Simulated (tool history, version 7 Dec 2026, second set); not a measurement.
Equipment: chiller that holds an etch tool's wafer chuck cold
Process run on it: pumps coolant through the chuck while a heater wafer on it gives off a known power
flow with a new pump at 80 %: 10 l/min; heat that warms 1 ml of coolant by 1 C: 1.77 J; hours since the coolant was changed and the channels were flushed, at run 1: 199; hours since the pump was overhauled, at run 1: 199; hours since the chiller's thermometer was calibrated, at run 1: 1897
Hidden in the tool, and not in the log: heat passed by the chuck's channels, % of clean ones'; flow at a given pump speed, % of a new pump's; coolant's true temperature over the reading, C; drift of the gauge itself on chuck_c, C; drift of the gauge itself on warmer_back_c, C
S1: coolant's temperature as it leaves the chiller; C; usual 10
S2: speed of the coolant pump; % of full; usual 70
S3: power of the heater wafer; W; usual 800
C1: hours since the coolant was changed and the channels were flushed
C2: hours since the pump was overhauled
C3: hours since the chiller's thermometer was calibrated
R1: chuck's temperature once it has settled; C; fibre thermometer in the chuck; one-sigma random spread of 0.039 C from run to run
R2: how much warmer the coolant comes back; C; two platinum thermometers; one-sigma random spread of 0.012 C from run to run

{"run": 1, "day": 0.0, "S1": 10, "S2": 70, "S3": 800, "C1": 199, "C2": 199, "C3": 1897, "R1": 15.77, "R2": 3.16}
{"run": 2, "day": 2.458, "S1": 10, "S2": 70, "S3": 800, "C1": 258, "C2": 258, "C3": 1956, "R1": 15.78, "R2": 3.19}
{"run": 3, "day": 4.046, "S1": 10, "S2": 70, "S3": 676, "C1": 296, "C2": 296, "C3": 1994, "R1": 14.85, "R2": 2.67}
{"run": 4, "day": 6.925, "S1": 10, "S2": 70, "S3": 676, "C1": 366, "C2": 366, "C3": 2063, "R1": 14.76, "R2": 2.69}
{"run": 5, "day": 9.679, "S1": 10, "S2": 70, "S3": 676, "C1": 432, "C2": 432, "C3": 2129, "R1": 14.84, "R2": 2.68}
{"run": 6, "day": 11.275, "S1": 10, "S2": 70, "S3": 1114, "C1": 470, "C2": 470, "C3": 2168, "R1": 18.27, "R2": 4.42}
{"run": 7, "day": 12.888, "S1": 10, "S2": 70, "S3": 1114, "C1": 509, "C2": 509, "C3": 2206, "R1": 18.22, "R2": 4.42}
{"run": 8, "day": 14.862, "S1": 10, "S2": 70, "S3": 1114, "C1": 556, "C2": 556, "C3": 2254, "R1": 18.23, "R2": 4.45}
{"run": 9, "day": 17.575, "S1": 10, "S2": 70, "S3": 1114, "C1": 621, "C2": 621, "C3": 2319, "R1": 18.21, "R2": 4.42}
{"run": 10, "day": 19.867, "S1": 10, "S2": 70, "S3": 1114, "C1": 676, "C2": 676, "C3": 2374, "R1": 18.23, "R2": 4.43}
{"run": 11, "day": 22.042, "S1": 10, "S2": 70, "S3": 1114, "C1": 728, "C2": 728, "C3": 2426, "R1": 18.23, "R2": 4.45}
{"run": 12, "day": 23.354, "S1": 10, "S2": 70, "S3": 1114, "C1": 760, "C2": 760, "C3": 2458, "R1": 18.31, "R2": 4.46}
{"run": 13, "day": 24.654, "S1": 10, "S2": 63, "S3": 800, "C1": 791, "C2": 791, "C3": 2489, "R1": 16.49, "R2": 3.57}
{"run": 14, "day": 26.929, "S1": 10, "S2": 63, "S3": 800, "C1": 846, "C2": 846, "C3": 2543, "R1": 16.5, "R2": 3.59}
{"run": 15, "day": 28.538, "S1": 10, "S2": 63, "S3": 800, "C1": 884, "C2": 884, "C3": 2582, "R1": 16.45, "R2": 3.59}
{"run": 16, "day": 30.062, "S1": 10, "S2": 63, "S3": 800, "C1": 921, "C2": 921, "C3": 2619, "R1": 16.51, "R2": 3.6}
{"run": 17, "day": 32.546, "S1": 17, "S2": 71, "S3": 724, "C1": 980, "C2": 980, "C3": 2678, "R1": 22.15, "R2": 2.85}
{"run": 18, "day": 35.458, "S1": 17, "S2": 80, "S3": 1198, "C1": 1050, "C2": 1050, "C3": 2748, "R1": 24.72, "R2": 4.11}
{"run": 19, "day": 37.604, "S1": 15, "S2": 67, "S3": 593, "C1": 1102, "C2": 1102, "C3": 2800, "R1": 19.38, "R2": 2.47}
{"run": 20, "day": 40.508, "S1": 4, "S2": 72, "S3": 800, "C1": 1172, "C2": 1172, "C3": 2869, "R1": 9.58, "R2": 3.09}
{"run": 21, "day": 43.271, "S1": 4, "S2": 73, "S3": 670, "C1": 1238, "C2": 1238, "C3": 2936, "R1": 8.46, "R2": 2.56}
{"run": 22, "day": 45.65, "S1": 4, "S2": 92, "S3": 1045, "C1": 1295, "C2": 1295, "C3": 2993, "R1": 9.67, "R2": 3.11}
{"run": 23, "day": 48.333, "S1": 16, "S2": 87, "S3": 1045, "C1": 1359, "C2": 1359, "C3": 3057, "R1": 22.0, "R2": 3.29}
{"run": 24, "day": 50.729, "S1": 16, "S2": 87, "S3": 1045, "C1": 1417, "C2": 1417, "C3": 3115, "R1": 22.08, "R2": 3.31}
{"run": 25, "day": 53.642, "S1": 10, "S2": 70, "S3": 418, "C1": 1487, "C2": 1487, "C3": 3184, "R1": 12.74, "R2": 1.68}
{"run": 26, "day": 55.708, "S1": 10, "S2": 70, "S3": 418, "C1": 1536, "C2": 1536, "C3": 3234, "R1": 12.74, "R2": 1.68}
{"run": 27, "day": 57.05, "S1": 10, "S2": 70, "S3": 418, "C1": 1569, "C2": 1569, "C3": 3266, "R1": 12.77, "R2": 1.68}
{"run": 28, "day": 58.842, "S1": 1, "S2": 70, "S3": 519, "C1": 1612, "C2": 1612, "C3": 3309, "R1": 4.5, "R2": 2.09}
{"run": 29, "day": 60.858, "S1": 1, "S2": 70, "S3": 519, "C1": 1660, "C2": 1660, "C3": 3358, "R1": 4.5, "R2": 2.09}
{"run": 30, "day": 62.229, "S1": 15, "S2": 73, "S3": 510, "C1": 1693, "C2": 1693, "C3": 3391, "R1": 18.29, "R2": 1.98}
{"run": 31, "day": 65.208, "S1": 1, "S2": 86, "S3": 1071, "C1": 1764, "C2": 1764, "C3": 3462, "R1": 7.34, "R2": 3.42}

Results per run with the tool's hidden condition removed, run-to-run variation unchanged:
run=1 R1=16.06 R2=3.13
run=2 R1=16.07 R2=3.16
run=3 R1=15.15 R2=2.64
run=4 R1=15.06 R2=2.66
run=5 R1=15.15 R2=2.66
run=6 R1=18.53 R2=4.37
run=7 R1=18.48 R2=4.37
run=8 R1=18.48 R2=4.39
run=9 R1=18.46 R2=4.36
run=10 R1=18.48 R2=4.37
run=11 R1=18.48 R2=4.39
run=12 R1=18.56 R2=4.40
run=13 R1=16.78 R2=3.52
run=14 R1=16.79 R2=3.54
run=15 R1=16.74 R2=3.54
run=16 R1=16.80 R2=3.55
run=17 R1=22.48 R2=2.80
run=18 R1=24.98 R2=4.04
run=19 R1=19.74 R2=2.43
run=20 R1=9.90 R2=3.03
run=21 R1=8.82 R2=2.51
run=22 R1=9.99 R2=3.05
run=23 R1=22.31 R2=3.23
run=24 R1=22.39 R2=3.24
run=25 R1=13.18 R2=1.65
run=26 R1=13.18 R2=1.64
run=27 R1=13.21 R2=1.65
run=28 R1=4.91 R2=2.05
run=29 R1=4.92 R2=2.04
run=30 R1=18.72 R2=1.93
run=31 R1=7.64 R2=3.34

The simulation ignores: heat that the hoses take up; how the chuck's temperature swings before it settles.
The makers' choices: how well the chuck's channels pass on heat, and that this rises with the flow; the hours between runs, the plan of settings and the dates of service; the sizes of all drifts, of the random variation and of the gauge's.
